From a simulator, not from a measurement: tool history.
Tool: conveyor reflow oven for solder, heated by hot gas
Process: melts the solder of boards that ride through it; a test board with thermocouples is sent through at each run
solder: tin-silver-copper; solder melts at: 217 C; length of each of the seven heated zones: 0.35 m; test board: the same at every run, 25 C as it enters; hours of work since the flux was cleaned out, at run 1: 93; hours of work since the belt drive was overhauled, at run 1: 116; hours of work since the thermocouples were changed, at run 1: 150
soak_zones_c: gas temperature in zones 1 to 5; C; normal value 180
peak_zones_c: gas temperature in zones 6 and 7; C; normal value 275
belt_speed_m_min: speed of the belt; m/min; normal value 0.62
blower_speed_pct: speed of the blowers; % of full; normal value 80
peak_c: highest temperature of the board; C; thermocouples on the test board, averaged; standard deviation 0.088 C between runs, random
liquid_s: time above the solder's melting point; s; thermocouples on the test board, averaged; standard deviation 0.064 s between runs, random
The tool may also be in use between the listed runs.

run	hour	soak_zones_c	peak_zones_c	belt_speed_m_min	blower_speed_pct	hours of work since the flux was cleaned out	hours of work since the belt drive was overhauled	hours of work since the thermocouples were changed	peak_c	liquid_s
1	0	180	275	0.62	80	93	116	150	262.95	58.98
2	8	180	275	0.648	80	97	120	154	261.75	55.68
3	13	180	273	0.62	80	100	123	157	261.27	58.01
4	23.6	180	273	0.62	80	106	129	163	261.05	58.23
5	31.7	180	273	0.62	80	110	133	167	261.07	58.07
6	38.1	180	275	0.62	80	114	137	171	262.89	58.86
7	44.9	180	275	0.62	80	117	140	174	262.92	58.83
8	49.6	180	275	0.62	80	120	143	177	263	58.87
9	59.2	180	275	0.62	80	125	148	182	262.89	58.91
10	65.6	180	275	0.62	80	129	152	186	262.85	58.82
11	76.5	180	275	0.62	55	135	158	192	259.14	56.64
12	82.4	180	275	0.62	55	138	161	195	259.24	56.63
13	89.8	180	275	0.62	55	142	165	199	259.3	56.63
14	96.6	180	275	0.62	55	146	169	203	259.31	56.64
15	101.6	180	275	0.62	65	148	172	205	260.9	57.8
16	107.1	180	275	0.62	65	151	174	208	260.98	57.68
17	116.4	180	275	0.504	74	157	180	213	267.51	75.64
18	122.6	180	275	0.62	52	160	183	217	258.49	56.19
19	129.2	180	275	0.62	52	163	187	220	258.61	56.18
20	137.1	184	275	0.566	63	168	191	225	263.91	66.65
21	148.2	184	275	0.566	63	174	197	231	263.8	66.43
22	157.9	184	275	0.566	63	179	202	236	263.88	66.61
23	168.6	184	270	0.566	63	185	208	242	259.26	64.32
24	174.2	180	267	0.513	53	188	211	245	257.27	68.54
25	185	180	275	0.62	80	194	217	251	262.73	58.75
26	196.1	180	275	0.62	80	200	223	257	262.75	58.81
27	206.1	172	271	0.62	80	206	229	262	257.76	54
28	213.3	172	271	0.62	80	209	233	266	257.86	53.94
29	221.9	175	279	0.727	65	214	237	271	257.5	45.46
30	230.2	180	263	0.62	80	219	242	276	251.9	53.41

A few steps of peak_c between consecutive runs. Split each: what settings, incoming material and random variation would produce without the hidden state, and what is left over for the hidden state, along with gauge scatter present in only one of the two compared results (measured, and without hidden state):
Hidden conditions of the tool in this case: heat that the gas passes to the board, % of a clean oven's; belt's true speed, % of the reading; true gas temperature in zones 6 and 7 over the reading, C; drift of the gauge itself on peak_c, C; drift of the gauge itself on liquid_s, %.
Run 16 -> 17: belt_speed_m_min 0.62 -> 0.504, blower_speed_pct 65 -> 74. peak_c +6.53 C: hidden state +0.24, all else +6.29.
Run 17 -> 18: belt_speed_m_min 0.504 -> 0.62, blower_speed_pct 74 -> 52. peak_c -9.02 C: hidden state -0.23, all else -8.79.
Run 24 -> 25: peak_zones_c 267 -> 275, belt_speed_m_min 0.513 -> 0.62, blower_speed_pct 53 -> 80. peak_c +5.46 C: hidden state -0.35, all else +5.81.
Run 28 -> 29: soak_zones_c 172 -> 175, peak_zones_c 271 -> 279, belt_speed_m_min 0.62 -> 0.727, blower_speed_pct 80 -> 65. peak_c -0.36 C: hidden state -0.31, all else -0.05.
Run 29 -> 30: soak_zones_c 175 -> 180, peak_zones_c 279 -> 263, belt_speed_m_min 0.727 -> 0.62, blower_speed_pct 65 -> 80. peak_c -5.6 C: hidden state +0.43, all else -6.03.
